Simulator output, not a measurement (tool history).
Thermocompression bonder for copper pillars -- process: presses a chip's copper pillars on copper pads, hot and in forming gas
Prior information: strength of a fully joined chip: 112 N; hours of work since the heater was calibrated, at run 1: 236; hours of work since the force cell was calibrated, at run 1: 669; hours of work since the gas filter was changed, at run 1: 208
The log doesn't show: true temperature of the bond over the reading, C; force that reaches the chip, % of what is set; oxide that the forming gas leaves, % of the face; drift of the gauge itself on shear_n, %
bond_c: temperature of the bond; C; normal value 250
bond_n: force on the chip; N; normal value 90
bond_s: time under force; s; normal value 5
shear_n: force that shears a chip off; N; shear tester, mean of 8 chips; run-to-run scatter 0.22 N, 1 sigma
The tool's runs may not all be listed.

run   hour  bond_c  bond_n  bond_s  hours of work since the heater was calibrated  hours of work since the force cell was calibrated  hours of work since the gas filter was changed  shear_n
  1    0.0     250      90       5                                            236                                                669                                             208     60.7
  2    6.0     250      90       5                                            239                                                672                                             211     60.3
  3   13.1     250     119       5                                            243                                                676                                             215     69.6
  4   19.5     270      90       5                                            247                                                680                                             219     73.1
  5   29.3     250      90       9                                            252                                                685                                             224     71.3
  6   37.8     250      78       5                                            257                                                690                                             229     55.5
  7   43.7     250      90       5                                            260                                                693                                             233     60.7
  8   55.1     250      90       5                                            267                                                700                                             239     60.2
  9   63.6     250      90       5                                            272                                                705                                             244     60.4
 10   68.6     250      90       5                                            275                                                707                                             247     60.3
 11   78.3     250      90       5                                            280                                                713                                             252     60.3
 12   88.1     250      92       5                                            286                                                718                                             258     60.8
 13   97.3     223     103       3                                            291                                                724                                             263     37.9
      99.7  -- force cell calibrated
 14  104.2     264      90       3                                            294                                                  3                                             266     60.7
 15  109.6     264      90       3                                            297                                                  6                                             269     61.1
 16  119.7     264      90       3                                            303                                                 11                                             275     61.2
 17  129.3     277      90      13                                            308                                                 17                                             280     92.7
 18  135.7     277      90      13                                            312                                                 20                                             284     93.1
 19  143.4     277      90      13                                            316                                                 25                                             288     92.7
 20  152.0     277      90      13                                            321                                                 30                                             293     93.0
     157.6  -- force cell calibrated, once more
 21  158.6     277      90      13                                            324                                                  1                                             296     90.1

Forecast each of these 3 alternatives for the next run:
  A  166.8     250      90       5                                            328                                                  5                                             301        ?
  B  166.8     278      90       9                                            328                                                  5                                             301        ?
  C  166.8     251      90       5                                            328                                                  5                                             301        ?

run  shear_n
  A     57.7
  B     85.5
  C     58.1
What these runs would have given with no unlogged condition in the tool:
run  shear_n
  A     60.2
  B     90.6
  C     60.6
